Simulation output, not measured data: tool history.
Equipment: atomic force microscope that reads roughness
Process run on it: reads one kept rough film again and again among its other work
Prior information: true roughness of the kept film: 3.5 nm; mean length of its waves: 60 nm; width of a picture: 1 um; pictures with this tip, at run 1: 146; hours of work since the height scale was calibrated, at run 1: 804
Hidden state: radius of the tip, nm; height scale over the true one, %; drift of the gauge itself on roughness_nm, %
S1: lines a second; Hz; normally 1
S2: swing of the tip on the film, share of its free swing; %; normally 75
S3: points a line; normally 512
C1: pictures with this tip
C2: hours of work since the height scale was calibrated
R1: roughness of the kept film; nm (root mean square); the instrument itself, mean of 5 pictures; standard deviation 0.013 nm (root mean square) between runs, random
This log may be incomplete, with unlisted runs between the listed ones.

run    hour    S1  S2   S3   C1    C2     R1
  1       0     1  75  512  146   804  3.015
  2    34.4     1  75  512  197   827  2.976
       45.2  -- new tip fitted
  3    67.9     1  75  512   34   850  3.045
  4   122.3     1  75  512  116   887  3.033
  5   163.2     1  75  512  177   915  2.987
      185.2  -- new tip fitted
  6   204.6     1  75  512   29   942  3.067
  7   262.1  2.98  75  512  115   981  2.656
  8   305.1  0.86  75  512  179  1011  3.021
      326.7  -- new tip fitted
  9   329.9  0.86  75  512    5  1027  3.092
 10   376.3  0.86  75  512   74  1059  3.068
        414  -- height scale calibrated on a step standard
 11   430.9  0.86  75  512  154    12  3.115
      468.4  -- new tip fitted
 12   490.6  0.86  75  512   33    52  3.179
 13   531.4  0.86  75  512   94    80  3.124
 14   558.1     1  75  512  134    98  3.078
      609.2  -- new tip fitted
 15   609.2     1  75  512    0   132  3.146
 16   633.7     1  75  512   37   149  3.113
 17     676     1  75  512  100   178   3.08
 18   727.2     1  75  512  177   212  3.031
      751.7  -- new tip fitted
 19   786.1     1  75  512   51   252  3.116
 20   831.8     1  75  512  119   283  3.089
 21     858     1  75  512  159   301  3.063
      891.7  -- new tip fitted
 22   891.7     1  75  317    0   324  3.106
 23     941     1  65  512   74   357  3.227
 24   990.9     1  65  512  149   391  3.143
     1034.1  -- new tip fitted
 25  1035.6     1  65  512    3   421  3.213
 26  1071.6  1.03  65  459   56   446  3.204
 27  1107.3  0.89  62  614  110   470  3.221
 28  1161.8  1.78  55  789  191   507  3.134
       1176  -- new tip fitted
 29  1187.3  1.78  76  527   17   524  2.922
 30  1233.2     1  75  747   85   555  3.047
 31  1257.2  3.87  74  262  121   572  2.543
 32  1302.7     1  71  466  189   603  3.051
     1317.6  -- new tip fitted
 33  1348.1  1.85  75  701   45   633  2.917
 34  1387.5   0.8  76  390  104   660   3.06
 35  1424.1   0.8  76  390  159   685  3.063
 36  1449.3   0.5  87  969  197   702  3.027
     1460.3  -- new tip fitted
 37  1500.1  1.26  75  257   60   736  2.996
 38    1528  0.68  75  562  102   755  3.115
 39  1560.3  0.87  75  339  150   777  3.037
 40  1590.8  0.87  75  339  196   798  2.998
     1599.4  -- new tip fitted
 41  1615.7  0.53  75  442   24   815  3.161
 42  1673.3   0.6  72  512  110   854  3.155
 43  1723.9   0.6  72  512  186   888  3.111
     1741.4  -- new tip fitted
 44  1773.6   0.6  72  512   48   922   3.15
 45  1826.1  2.92  75  267  127   958  2.652
 46  1850.9  1.32  75  267  164   974  2.894
     1880.9  -- new tip fitted
 47  1889.8   0.9  75  267   13  1001  3.086
 48  1917.1   3.6  61  529   54  1019   2.91
 49  1972.4   3.6  61  529  137  1057  2.895
 50  2002.3   3.6  61  307  182  1077  2.845

Below, each run's measurement less what the same run would have read without the hidden state. Both values contain the same run-to-run variation, but the gauge's scatter may not be the same in both:
run      R1
  1  -0.147
  2   -0.17
  3  -0.093
  4  -0.137
  5  -0.168
  6  -0.093
  7  -0.121
  8  -0.171
  9  -0.092
 10  -0.127
 11  -0.079
 12  -0.019
 13  -0.051
 14  -0.071
 15  -0.017
 16  -0.035
 17   -0.07
 18  -0.106
 19  -0.051
 20  -0.086
 21  -0.107
 22   -0.03
 23  -0.071
 24  -0.112
 25   -0.04
 26  -0.069
 27  -0.097
 28  -0.134
 29   -0.05
 30  -0.087
 31  -0.088
 32  -0.141
 33   -0.07
 34  -0.105
 35  -0.137
 36  -0.155
 37  -0.093
 38  -0.117
 39   -0.14
 40  -0.162
 41  -0.088
 42  -0.135
 43  -0.175
 44  -0.108
 45  -0.129
 46  -0.161
 47  -0.097
 48  -0.111
 49  -0.153
 50  -0.172

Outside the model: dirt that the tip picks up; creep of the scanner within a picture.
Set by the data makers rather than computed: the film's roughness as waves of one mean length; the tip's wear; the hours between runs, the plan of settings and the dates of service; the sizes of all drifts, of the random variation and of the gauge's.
